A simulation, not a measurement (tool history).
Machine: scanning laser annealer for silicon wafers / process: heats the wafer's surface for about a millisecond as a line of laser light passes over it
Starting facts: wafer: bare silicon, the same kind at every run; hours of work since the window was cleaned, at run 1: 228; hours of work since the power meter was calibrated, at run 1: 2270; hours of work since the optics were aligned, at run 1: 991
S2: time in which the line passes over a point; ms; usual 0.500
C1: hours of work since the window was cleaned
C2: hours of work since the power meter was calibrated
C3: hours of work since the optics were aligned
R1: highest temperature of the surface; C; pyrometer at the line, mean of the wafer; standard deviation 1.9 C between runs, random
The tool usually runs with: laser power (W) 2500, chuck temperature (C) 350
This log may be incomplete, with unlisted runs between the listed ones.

{"run": 1, "hour": 0.0, "laser power (W)": 2500, "S2": 0.5, "chuck temperature (C)": 350, "C1": 228, "C2": 2270, "C3": 991, "R1": 1112}
{"run": 2, "hour": 58.5, "laser power (W)": 2500, "S2": 0.5, "chuck temperature (C)": 350, "C1": 270, "C2": 2311, "C3": 1032, "R1": 1113}
{"hour": 124.4, "done": "optics aligned, line set to its width"}
{"run": 3, "hour": 128.6, "laser power (W)": 2500, "S2": 0.352, "chuck temperature (C)": 350, "C1": 316, "C2": 2357, "C3": 3, "R1": 996}
{"run": 4, "hour": 184.2, "laser power (W)": 2500, "S2": 0.352, "chuck temperature (C)": 350, "C1": 355, "C2": 2396, "C3": 42, "R1": 998}
{"run": 5, "hour": 260.2, "laser power (W)": 2500, "S2": 0.352, "chuck temperature (C)": 350, "C1": 408, "C2": 2450, "C3": 96, "R1": 1000}
{"run": 6, "hour": 306.1, "laser power (W)": 2500, "S2": 0.5, "chuck temperature (C)": 350, "C1": 441, "C2": 2482, "C3": 128, "R1": 1109}
{"run": 7, "hour": 368.8, "laser power (W)": 2646, "S2": 0.5, "chuck temperature (C)": 350, "C1": 485, "C2": 2526, "C3": 172, "R1": 1161}
{"run": 8, "hour": 419.0, "laser power (W)": 2500, "S2": 0.607, "chuck temperature (C)": 350, "C1": 520, "C2": 2562, "C3": 208, "R1": 1182}
{"run": 9, "hour": 482.1, "laser power (W)": 2197, "S2": 0.607, "chuck temperature (C)": 350, "C1": 565, "C2": 2606, "C3": 252, "R1": 1064}
{"hour": 556.0, "done": "window over the wafer cleaned"}
{"run": 10, "hour": 569.2, "laser power (W)": 2197, "S2": 0.607, "chuck temperature (C)": 350, "C1": 9, "C2": 2666, "C3": 312, "R1": 1069}
{"run": 11, "hour": 618.6, "laser power (W)": 2197, "S2": 0.607, "chuck temperature (C)": 350, "C1": 44, "C2": 2701, "C3": 347, "R1": 1066}
{"run": 12, "hour": 676.2, "laser power (W)": 2197, "S2": 0.607, "chuck temperature (C)": 350, "C1": 85, "C2": 2741, "C3": 387, "R1": 1067}
{"run": 13, "hour": 720.3, "laser power (W)": 2500, "S2": 0.5, "chuck temperature (C)": 350, "C1": 116, "C2": 2772, "C3": 419, "R1": 1113}
{"run": 14, "hour": 759.0, "laser power (W)": 2500, "S2": 0.5, "chuck temperature (C)": 350, "C1": 143, "C2": 2800, "C3": 446, "R1": 1112}
{"run": 15, "hour": 800.2, "laser power (W)": 2500, "S2": 0.5, "chuck temperature (C)": 350, "C1": 172, "C2": 2829, "C3": 475, "R1": 1111}
{"run": 16, "hour": 853.7, "laser power (W)": 2500, "S2": 0.5, "chuck temperature (C)": 350, "C1": 210, "C2": 2866, "C3": 513, "R1": 1111}
{"run": 17, "hour": 906.8, "laser power (W)": 2500, "S2": 0.5, "chuck temperature (C)": 350, "C1": 247, "C2": 2904, "C3": 550, "R1": 1112}
{"run": 18, "hour": 986.2, "laser power (W)": 2500, "S2": 0.5, "chuck temperature (C)": 340, "C1": 303, "C2": 2960, "C3": 606, "R1": 1106}
{"run": 19, "hour": 1062.5, "laser power (W)": 2500, "S2": 0.467, "chuck temperature (C)": 340, "C1": 357, "C2": 3014, "C3": 660, "R1": 1076}
{"run": 20, "hour": 1146.5, "laser power (W)": 2500, "S2": 0.467, "chuck temperature (C)": 340, "C1": 416, "C2": 3073, "C3": 719, "R1": 1076}
{"run": 21, "hour": 1217.7, "laser power (W)": 2333, "S2": 0.467, "chuck temperature (C)": 340, "C1": 466, "C2": 3123, "C3": 769, "R1": 1020}
{"hour": 1244.2, "done": "laser's power meter calibrated"}
{"run": 22, "hour": 1270.1, "laser power (W)": 2333, "S2": 0.467, "chuck temperature (C)": 340, "C1": 501, "C2": 18, "C3": 804, "R1": 1023}
{"run": 23, "hour": 1332.9, "laser power (W)": 2639, "S2": 0.467, "chuck temperature (C)": 384, "C1": 545, "C2": 63, "C3": 848, "R1": 1169}
{"run": 24, "hour": 1376.1, "laser power (W)": 2308, "S2": 0.449, "chuck temperature (C)": 313, "C1": 576, "C2": 93, "C3": 879, "R1": 973}
{"hour": 1438.6, "done": "window over the wafer cleaned"}
{"run": 25, "hour": 1463.1, "laser power (W)": 2564, "S2": 0.5, "chuck temperature (C)": 333, "C1": 17, "C2": 153, "C3": 938, "R1": 1119}
{"run": 26, "hour": 1508.0, "laser power (W)": 2564, "S2": 0.37, "chuck temperature (C)": 366, "C1": 49, "C2": 185, "C3": 970, "R1": 1049}
{"run": 27, "hour": 1571.6, "laser power (W)": 2500, "S2": 0.5, "chuck temperature (C)": 346, "C1": 94, "C2": 229, "C3": 1015, "R1": 1106}
{"run": 28, "hour": 1654.5, "laser power (W)": 2368, "S2": 0.557, "chuck temperature (C)": 352, "C1": 152, "C2": 288, "C3": 1073, "R1": 1103}
{"hour": 1665.6, "done": "optics aligned, line set to its width"}
{"run": 29, "hour": 1722.7, "laser power (W)": 2344, "S2": 0.557, "chuck temperature (C)": 370, "C1": 197, "C2": 332, "C3": 40, "R1": 1112}
{"run": 30, "hour": 1803.9, "laser power (W)": 2344, "S2": 0.557, "chuck temperature (C)": 370, "C1": 254, "C2": 390, "C3": 98, "R1": 1114}
{"run": 31, "hour": 1890.0, "laser power (W)": 2500, "S2": 0.453, "chuck temperature (C)": 350, "C1": 315, "C2": 450, "C3": 158, "R1": 1078}
{"run": 32, "hour": 1971.4, "laser power (W)": 2500, "S2": 0.453, "chuck temperature (C)": 350, "C1": 372, "C2": 508, "C3": 216, "R1": 1080}
{"run": 33, "hour": 2050.1, "laser power (W)": 2500, "S2": 0.511, "chuck temperature (C)": 350, "C1": 427, "C2": 563, "C3": 271, "R1": 1121}
{"run": 34, "hour": 2134.4, "laser power (W)": 2592, "S2": 0.474, "chuck temperature (C)": 350, "C1": 487, "C2": 622, "C3": 330, "R1": 1128}
{"run": 35, "hour": 2216.9, "laser power (W)": 2142, "S2": 0.542, "chuck temperature (C)": 380, "C1": 545, "C2": 681, "C3": 389, "R1": 1042}
{"run": 36, "hour": 2288.7, "laser power (W)": 2131, "S2": 0.618, "chuck temperature (C)": 369, "C1": 596, "C2": 731, "C3": 439, "R1": 1068}
{"hour": 2320.4, "done": "window over the wafer cleaned"}
{"run": 37, "hour": 2352.1, "laser power (W)": 2131, "S2": 0.618, "chuck temperature (C)": 369, "C1": 22, "C2": 774, "C3": 482, "R1": 1066}
{"run": 38, "hour": 2418.7, "laser power (W)": 2131, "S2": 0.618, "chuck temperature (C)": 369, "C1": 69, "C2": 821, "C3": 529, "R1": 1068}
{"run": 39, "hour": 2457.8, "laser power (W)": 2131, "S2": 0.618, "chuck temperature (C)": 369, "C1": 97, "C2": 849, "C3": 557, "R1": 1066}
{"run": 40, "hour": 2501.7, "laser power (W)": 2131, "S2": 0.618, "chuck temperature (C)": 369, "C1": 128, "C2": 880, "C3": 588, "R1": 1067}
{"run": 41, "hour": 2566.2, "laser power (W)": 2372, "S2": 0.455, "chuck temperature (C)": 372, "C1": 173, "C2": 925, "C3": 633, "R1": 1063}

Describe how what the log doesn't record of the tool's condition differs between the last listed run preceding each entry between runs and the first listed run following it.
From run 2 to run 3: optics aligned, line set to its width (hour 124.4)
  width of the line over the set one, %: 0.03 -> 0
From run 9 to run 10: window over the wafer cleaned (hour 556.0)
  light that passes the window, % of a clean one's: 99.95 -> 100
From run 21 to run 22: laser's power meter calibrated (hour 1244.2)
  laser's true power over the reading, %: -0.03 -> 0
From run 24 to run 25: window over the wafer cleaned (hour 1438.6)
  light that passes the window, % of a clean one's: 99.95 -> 100
From run 28 to run 29: optics aligned, line set to its width (hour 1665.6)
  light that passes the window, % of a clean one's: 99.99 -> 99.98; width of the line over the set one, %: 0.03 -> 0
From run 36 to run 37: window over the wafer cleaned (hour 2320.4)
  light that passes the window, % of a clean one's: 99.95 -> 100; width of the line over the set one, %: 0.01 -> 0.02
